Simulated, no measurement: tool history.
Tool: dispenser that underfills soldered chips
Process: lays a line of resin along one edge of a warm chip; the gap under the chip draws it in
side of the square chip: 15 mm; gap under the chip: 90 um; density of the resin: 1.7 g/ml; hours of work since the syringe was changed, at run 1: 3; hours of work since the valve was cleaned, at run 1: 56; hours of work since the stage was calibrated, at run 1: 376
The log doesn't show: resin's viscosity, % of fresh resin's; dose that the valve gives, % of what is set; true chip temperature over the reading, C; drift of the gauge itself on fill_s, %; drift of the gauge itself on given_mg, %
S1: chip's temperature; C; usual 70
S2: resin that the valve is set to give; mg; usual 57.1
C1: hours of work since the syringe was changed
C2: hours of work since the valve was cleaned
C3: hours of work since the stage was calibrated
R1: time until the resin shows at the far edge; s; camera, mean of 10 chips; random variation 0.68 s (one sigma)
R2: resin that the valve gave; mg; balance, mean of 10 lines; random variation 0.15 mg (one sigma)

Run 1, hour 0.0: usual settings; C1 3; C2 56; C3 376. Result: R1 69.6 s, R2 55.35 mg.
At hour 6.8: new syringe of resin.
Run 2, hour 9.2: usual settings but S1 63 C; C1 2; C2 63; C3 383. Result: R1 80.7 s, R2 55.45 mg.
At hour 17.5: new syringe of resin.
Run 3, hour 22.8: usual settings but S2 61.7 mg; C1 4; C2 73; C3 394. Result: R1 73.1 s, R2 59.43 mg.
At hour 28.5: new syringe of resin.
Run 4, hour 32.3: usual settings; C1 3; C2 81; C3 401. Result: R1 67.8 s, R2 54.88 mg.
At hour 39.0: new syringe of resin.
Run 5, hour 40.7: usual settings; C1 1; C2 87; C3 407. Result: R1 59.9 s, R2 54.67 mg.
At hour 50.0: new syringe of resin.
Run 6, hour 53.7: usual settings; C1 3; C2 97; C3 417. Result: R1 67.5 s, R2 54.52 mg.
At hour 60.8: new syringe of resin.
Run 7, hour 63.8: usual settings but S1 58 C; C1 2; C2 105; C3 425. Result: R1 101.1 s, R2 54.25 mg.
At hour 71.4: new syringe of resin.
Run 8, hour 74.8: usual settings but S1 75 C; C1 3; C2 113; C3 434. Result: R1 53.8 s, R2 53.88 mg.
At hour 76.4: dispensing valve cleaned and set on the balance.
At hour 83.0: new syringe of resin.
Run 9, hour 83.0: usual settings but S1 82 C; C1 0; C2 5; C3 439. Result: R1 37.2 s, R2 57.32 mg.
At hour 93.7: new syringe of resin.
Run 10, hour 95.8: usual settings but S1 66 C; C1 2; C2 15; C3 449. Result: R1 70.4 s, R2 56.93 mg.
At hour 104.7: new syringe of resin.
Run 11, hour 108.2: usual settings; C1 3; C2 25; C3 459. Result: R1 66.2 s, R2 56.67 mg.
At hour 115.5: new syringe of resin.
Run 12, hour 121.2: usual settings; C1 4; C2 35; C3 469. Result: R1 69.2 s, R2 56.53 mg.
At hour 126.0: new syringe of resin.
Run 13, hour 129.5: usual settings but S1 74 C; C1 3; C2 41; C3 475. Result: R1 56.0 s, R2 56.03 mg.
At hour 137.0: new syringe of resin.
Run 14, hour 140.2: usual settings but S2 73.9 mg; C1 3; C2 49; C3 484. Result: R1 62.6 s, R2 72.19 mg.
At hour 147.8: new syringe of resin.
Run 15, hour 148.6: usual settings but S1 57 C; C1 1; C2 56; C3 490. Result: R1 95.2 s, R2 55.87 mg.
At hour 158.4: new syringe of resin.
Run 16, hour 158.9: usual settings but S1 57 C; C1 0; C2 64; C3 498. Result: R1 92.0 s, R2 55.52 mg.
At hour 168.9: new syringe of resin.
Run 17, hour 168.9: usual settings but S1 57 C; C1 0; C2 71; C3 506. Result: R1 90.3 s, R2 55.53 mg.
At hour 179.7: new syringe of resin.
Run 18, hour 183.1: usual settings but S1 64 C, S2 58.2 mg; C1 3; C2 82; C3 517. Result: R1 81.6 s, R2 56.14 mg.
At hour 190.5: new syringe of resin.
Run 19, hour 191.9: usual settings but S1 69 C, S2 64.8 mg; C1 1; C2 89; C3 523. Result: R1 59.5 s, R2 62.16 mg.
At hour 201.3: new syringe of resin.
Run 20, hour 202.0: usual settings but S1 77 C, S2 73.7 mg; C1 1; C2 97; C3 531. Result: R1 45.0 s, R2 70.21 mg.
Run 21, hour 210.1: usual settings but S1 75 C, S2 66.2 mg; C1 7; C2 103; C3 538. Result: R1 68.6 s, R2 62.97 mg.
At hour 212.4: new syringe of resin.
Run 22, hour 217.2: usual settings but S1 75 C, S2 66.2 mg; C1 4; C2 109; C3 543. Result: R1 55.7 s, R2 62.62 mg.
At hour 223.5: new syringe of resin.
At hour 225.6: dispensing valve cleaned and set on the balance.
Run 23, hour 229.1: usual settings but S1 77 C, S2 55.0 mg; C1 4; C2 3; C3 552. Result: R1 54.3 s, R2 54.89 mg.
At hour 235.7: new syringe of resin.
Run 24, hour 237.4: usual settings but S1 72 C, S2 53.2 mg; C1 1; C2 9; C3 558. Result: R1 56.9 s, R2 52.81 mg.
At hour 246.5: new syringe of resin.
Run 25, hour 248.5: usual settings but S1 64 C, S2 55.8 mg; C1 2; C2 18; C3 567. Result: R1 74.3 s, R2 55.42 mg.
At hour 257.0: new syringe of resin.
Run 26, hour 257.0: usual settings but S1 64 C, S2 55.8 mg; C1 0; C2 24; C3 573. Result: R1 69.7 s, R2 55.27 mg.
Run 27, hour 266.6: usual settings but S1 69 C, S2 64.2 mg; C1 8; C2 32; C3 581. Result: R1 84.9 s, R2 63.36 mg.
At hour 267.9: new syringe of resin.
At hour 278.4: new syringe of resin.
Run 28, hour 280.7: usual settings but S1 57 C; C1 2; C2 43; C3 591. Result: R1 97.3 s, R2 55.81 mg.
At hour 290.0: new syringe of resin.
At hour 291.0: stage's temperature calibrated.
Run 29, hour 292.3: usual settings but S1 57 C, S2 49.0 mg; C1 1; C2 51; C3 1. Result: R1 114.9 s, R2 47.83 mg.
Run 30, hour 299.5: usual settings but S1 74 C, S2 52.7 mg; C1 7; C2 56; C3 7. Result: R1 80.6 s, R2 51.25 mg.
At hour 302.2: new syringe of resin.
Run 31, hour 307.7: usual settings but S1 71 C, S2 64.3 mg; C1 4; C2 63; C3 13. Result: R1 75.5 s, R2 62.66 mg.
At hour 313.5: new syringe of resin.
Run 32, hour 321.8: usual settings but S1 69 C, S2 68.4 mg; C1 7; C2 74; C3 24. Result: R1 88.3 s, R2 66.15 mg.
At hour 324.1: new syringe of resin.
Run 33, hour 332.8: usual settings but S1 69 C, S2 68.4 mg; C1 7; C2 82; C3 32. Result: R1 91.9 s, R2 65.84 mg.

The same runs without the tool's hidden state, with the same run-to-run variation:
run     R1     R2
  1   62.1  56.91
  2   79.6  57.20
  3   62.0  61.66
  4   60.8  57.17
  5   60.8  57.12
  6   62.0  57.26
  7   97.3  57.20
  8   50.6  57.05
  9   39.8  57.19
 10   71.4  57.10
 11   61.3  57.12
 12   60.9  57.27
 13   52.8  56.94
 14   60.0  73.71
 15  101.7  57.22
 16   99.3  57.10
 17  100.5  57.35
 18   78.0  58.28
 19   63.1  64.76
 20   47.2  73.42
 21   50.7  66.05
 22   50.9  65.85
 23   49.2  54.98
 24   58.2  53.05
 25   76.4  55.89
 26   77.6  55.90
 27   62.2  64.31
 28  100.5  56.92
 29  104.1  48.98
 30   53.7  52.63
 31   59.4  64.55
 32   62.1  68.53
 33   62.3  68.50
